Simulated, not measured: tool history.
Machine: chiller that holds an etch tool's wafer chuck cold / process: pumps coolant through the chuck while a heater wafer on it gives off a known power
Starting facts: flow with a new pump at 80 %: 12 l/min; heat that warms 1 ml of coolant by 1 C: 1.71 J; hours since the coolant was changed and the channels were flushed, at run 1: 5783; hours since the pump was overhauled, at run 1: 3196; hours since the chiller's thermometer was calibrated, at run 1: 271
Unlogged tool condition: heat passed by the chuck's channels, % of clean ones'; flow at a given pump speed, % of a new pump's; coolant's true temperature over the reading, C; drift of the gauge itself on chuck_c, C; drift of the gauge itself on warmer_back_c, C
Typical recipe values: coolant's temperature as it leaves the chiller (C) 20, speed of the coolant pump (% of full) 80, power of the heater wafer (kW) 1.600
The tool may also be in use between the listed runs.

run      day  coolant's temperature as it leaves the chiller (C)  speed of the coolant pump (% of full)  power of the heater wafer (kW)  hours since the coolant was changed and the channels were flushed  hours since the pump was overhauled  hours since the chiller's thermometer was calibrated  chuck's temperature once it has settled (K)  how much warmer the coolant comes back (C)
  1    0.000                                                  20                                     80                           1.600                                                               5783                                 3196                                                   271                                       307.75                                        4.86
  2    5.162                                                  20                                     80                           1.600                                                               5907                                 3320                                                   395                                       307.95                                        4.86
  3   11.767                                                  20                                     80                           1.600                                                               6065                                 3478                                                   553                                       307.95                                        4.90
  4   18.304                                                  20                                     80                           1.600                                                               6222                                 3635                                                   710                                       308.25                                        4.82
  5   22.312                                                  20                                     92                           1.600                                                               6318                                 3732                                                   806                                       307.05                                        4.24
      29.217  -- coolant changed, channels flushed
  6   31.017                                                  20                                     92                           1.600                                                                 43                                 3934                                                  1009                                       304.25                                        4.28
  7   37.996                                                  20                                     92                           1.600                                                                211                                 4102                                                  1177                                       304.45                                        4.22
  8   45.754                                                  20                                     80                           1.064                                                                397                                 4288                                                  1363                                       301.35                                        3.30
  9   51.996                                                  20                                     80                           1.064                                                                547                                 4438                                                  1513                                       301.45                                        3.29
 10   57.354                                                  20                                     80                           1.064                                                                675                                 4567                                                  1641                                       301.45                                        3.22
 11   62.279                                                  20                                     80                           1.064                                                                794                                 4685                                                  1759                                       301.55                                        3.26
 12   70.521                                                  20                                     80                           1.064                                                                991                                 4883                                                  1957                                       301.55                                        3.32
 13   75.046                                                  20                                     80                           1.064                                                               1100                                 4991                                                  2066                                       301.65                                        3.27
 14   81.496                                                  20                                     80                           1.064                                                               1255                                 5146                                                  2221                                       301.85                                        3.25
 15   90.358                                                  11                                     77                           1.415                                                               1467                                 5359                                                  2433                                       295.85                                        4.56
      90.933  -- chiller's thermometer calibrated
 16   95.388                                                  12                                     77                           1.180                                                               1587                                 5478                                                   107                                       295.05                                        3.77
 17  100.617                                                  12                                     63                           2.193                                                               1713                                 5604                                                   232                                       305.35                                        8.57
 18  104.842                                                  12                                     63                           2.193                                                               1814                                 5705                                                   334                                       305.65                                        8.71
 19  113.258                                                  12                                     63                           2.193                                                               2016                                 5907                                                   536                                       305.85                                        8.72
 20  121.600                                                  17                                     63                           2.193                                                               2216                                 6108                                                   736                                       310.75                                        8.73
     125.900  -- chiller's thermometer calibrated, once more
 21  129.788                                                  11                                     80                           1.600                                                               2412                                 6303                                                    93                                       297.15                                        4.95

Here are 4 independent what-if runs from the current tool condition. What would each one return?
  A  138.079                                                  11                                     69                           0.923                                                               2611                                 6502                                                   292                                            ?                                           ?
  B  138.079                                                  17                                     80                           1.600                                                               2611                                 6502                                                   292                                            ?                                           ?
  C  138.079                                                  11                                     87                           1.600                                                               2611                                 6502                                                   292                                            ?                                           ?
  D  138.079                                                  20                                     64                           1.600                                                               2611                                 6502                                                   292                                            ?                                           ?

run  chuck's temperature once it has settled (K)  how much warmer the coolant comes back (C)
  A                                       292.35                                        3.33
  B                                       303.15                                        4.97
  C                                       296.65                                        4.61
  D                                       307.95                                        6.22
With the hidden condition removed and each run's random variation left untouched, the same runs would have given:
run  chuck's temperature once it has settled (K)  how much warmer the coolant comes back (C)
  A                                       291.45                                        3.12
  B                                       301.65                                        4.66
  C                                       295.25                                        4.32
  D                                       306.25                                        5.83
